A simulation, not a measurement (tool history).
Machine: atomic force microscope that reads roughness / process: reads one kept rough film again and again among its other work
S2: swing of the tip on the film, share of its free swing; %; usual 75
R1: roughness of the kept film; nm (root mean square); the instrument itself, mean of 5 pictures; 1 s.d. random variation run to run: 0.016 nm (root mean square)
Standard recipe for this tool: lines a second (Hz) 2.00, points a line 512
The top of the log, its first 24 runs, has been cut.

{"run": 25, "hour": 392.4, "lines a second (Hz)": 1.84, "S2": 83, "points a line": 586, "R1": 3.701}
{"run": 26, "hour": 403.9, "lines a second (Hz)": 1.84, "S2": 59, "points a line": 617, "R1": 3.958}
{"run": 27, "hour": 421.2, "lines a second (Hz)": 1.84, "S2": 59, "points a line": 617, "R1": 3.995}
{"run": 28, "hour": 431.5, "lines a second (Hz)": 2.87, "S2": 80, "points a line": 313, "R1": 3.516}
{"run": 29, "hour": 453.7, "lines a second (Hz)": 2.87, "S2": 80, "points a line": 313, "R1": 3.514}
{"run": 30, "hour": 468.1, "lines a second (Hz)": 0.64, "S2": 63, "points a line": 395, "R1": 4.01}
{"run": 31, "hour": 484.7, "lines a second (Hz)": 2.0, "S2": 64, "points a line": 512, "R1": 3.921}
{"run": 32, "hour": 497.1, "lines a second (Hz)": 2.0, "S2": 56, "points a line": 499, "R1": 4.002}
{"run": 33, "hour": 509.2, "lines a second (Hz)": 2.0, "S2": 56, "points a line": 499, "R1": 3.974}
{"run": 34, "hour": 524.0, "lines a second (Hz)": 2.0, "S2": 56, "points a line": 499, "R1": 3.965}
{"run": 35, "hour": 536.3, "lines a second (Hz)": 0.53, "S2": 87, "points a line": 757, "R1": 3.911}
{"run": 36, "hour": 558.0, "lines a second (Hz)": 0.72, "S2": 87, "points a line": 573, "R1": 3.868}
{"run": 37, "hour": 574.6, "lines a second (Hz)": 2.27, "S2": 87, "points a line": 290, "R1": 3.434}
{"run": 38, "hour": 595.4, "lines a second (Hz)": 1.26, "S2": 67, "points a line": 557, "R1": 3.95}
{"run": 39, "hour": 605.2, "lines a second (Hz)": 0.56, "S2": 62, "points a line": 512, "R1": 4.045}
{"hour": 619.1, "done": "new tip fitted"}
{"run": 40, "hour": 620.8, "lines a second (Hz)": 2.26, "S2": 64, "points a line": 571, "R1": 3.891}
{"run": 41, "hour": 640.6, "lines a second (Hz)": 2.26, "S2": 64, "points a line": 571, "R1": 3.935}
{"run": 42, "hour": 656.9, "lines a second (Hz)": 1.82, "S2": 75, "points a line": 512, "R1": 3.823}

Branching from run 42: 5 alternative next runs. What would each branch give?
{"run": "A", "hour": 668.6, "lines a second (Hz)": 1.82, "S2": 63, "points a line": 512, "R1": "?"}
{"run": "B", "hour": 668.6, "lines a second (Hz)": 0.77, "S2": 75, "points a line": 418, "R1": "?"}
{"run": "C", "hour": 668.6, "lines a second (Hz)": 1.61, "S2": 86, "points a line": 405, "R1": "?"}
{"run": "D", "hour": 668.6, "lines a second (Hz)": 1.78, "S2": 75, "points a line": 512, "R1": "?"}
{"run": "E", "hour": 668.6, "lines a second (Hz)": 1.08, "S2": 75, "points a line": 512, "R1": "?"}

run=A R1=3.941
run=B R1=3.980
run=C R1=3.648
run=D R1=3.840
run=E R1=3.908
Stripped of hidden state, with their random variation kept, the same runs would have yielded:
run=A R1=3.945
run=B R1=3.984
run=C R1=3.652
run=D R1=3.844
run=E R1=3.912
